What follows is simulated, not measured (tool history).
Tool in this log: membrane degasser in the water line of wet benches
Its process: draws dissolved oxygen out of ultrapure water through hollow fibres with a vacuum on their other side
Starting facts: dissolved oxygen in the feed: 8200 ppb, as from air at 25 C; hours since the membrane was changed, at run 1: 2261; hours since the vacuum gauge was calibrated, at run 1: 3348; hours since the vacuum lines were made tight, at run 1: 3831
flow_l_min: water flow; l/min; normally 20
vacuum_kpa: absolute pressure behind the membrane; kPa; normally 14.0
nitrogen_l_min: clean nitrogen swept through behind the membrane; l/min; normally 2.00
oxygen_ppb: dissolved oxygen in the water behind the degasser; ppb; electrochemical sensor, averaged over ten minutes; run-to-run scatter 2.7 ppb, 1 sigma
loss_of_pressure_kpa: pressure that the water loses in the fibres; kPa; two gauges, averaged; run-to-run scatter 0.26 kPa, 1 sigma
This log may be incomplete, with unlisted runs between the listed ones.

run,hour,flow_l_min,vacuum_kpa,nitrogen_l_min,hours since the membrane was changed,hours since the vacuum gauge was calibrated,hours since the vacuum lines were made tight,oxygen_ppb,loss_of_pressure_kpa
1,0.0,20,14.0,2.00,2261,3348,3831,284.0,69.90
2,100.0,20,14.0,0.92,2361,3448,3931,522.7,70.34
3,173.1,20,14.0,0.92,2434,3521,4004,537.5,70.44
4,243.6,20,14.0,0.92,2504,3592,4075,531.4,70.43
5,351.3,20,14.0,0.92,2612,3699,4182,544.0,70.79
6,458.7,20,14.0,2.00,2719,3807,4290,286.3,70.38
7,521.8,20,14.0,2.00,2782,3870,4353,286.4,70.38
8,596.6,20,14.0,2.00,2857,3945,4428,286.4,70.74
9,693.6,20,14.0,2.00,2954,4042,4525,286.9,70.75
10,750.2,20,14.0,2.00,3011,4098,4581,286.6,70.74
11,817.6,20,14.0,2.00,3078,4166,4649,290.0,70.66
12,902.4,20,14.0,2.00,3163,4250,4733,291.5,70.70
13,1013.2,19,14.0,2.50,3274,4361,4844,226.4,67.67
# hour 1101.8: vacuum gauge calibrated
14,1108.0,29,14.0,5.51,3368,6,4938,245.1,103.19
15,1157.4,14,10.7,2.05,3418,56,4988,141.2,49.51
16,1204.7,14,16.6,1.36,3465,103,5035,340.4,49.99
17,1262.1,20,33.0,3.79,3522,160,5093,406.7,71.03
18,1339.7,20,22.0,3.13,3600,238,5170,322.0,71.00
19,1405.4,20,22.0,3.13,3666,304,5236,319.4,71.03
20,1483.3,20,22.0,5.65,3744,382,5314,197.7,71.69
21,1576.3,20,22.0,5.65,3836,475,5407,193.0,71.81
# hour 1624.4: vacuum gauge calibrated, once more
22,1680.6,28,14.0,2.00,3940,56,5511,426.6,100.36
23,1795.0,28,14.0,2.00,4055,171,5625,435.0,100.25
24,1858.5,28,14.0,2.00,4118,234,5689,432.6,100.54

Forecast each of these 5 alternatives for the next run:
A,1930.1,17,19.6,3.19,4190,306,5760,?,?
B,1930.1,20,14.0,2.36,4190,306,5760,?,?
C,1930.1,22,18.8,1.97,4190,306,5760,?,?
D,1930.1,20,33.5,2.00,4190,306,5760,?,?
E,1930.1,28,14.0,1.05,4190,306,5760,?,?

run,oxygen_ppb,loss_of_pressure_kpa
A,232.5,61.23
B,252.2,71.97
C,444.1,78.62
D,712.0,70.98
E,673.5,100.41
What these runs would have given with no unlogged condition in the tool:
run,oxygen_ppb,loss_of_pressure_kpa
A,221.5,58.90
B,240.1,69.23
C,427.2,75.63
D,688.9,68.28
E,653.7,96.59
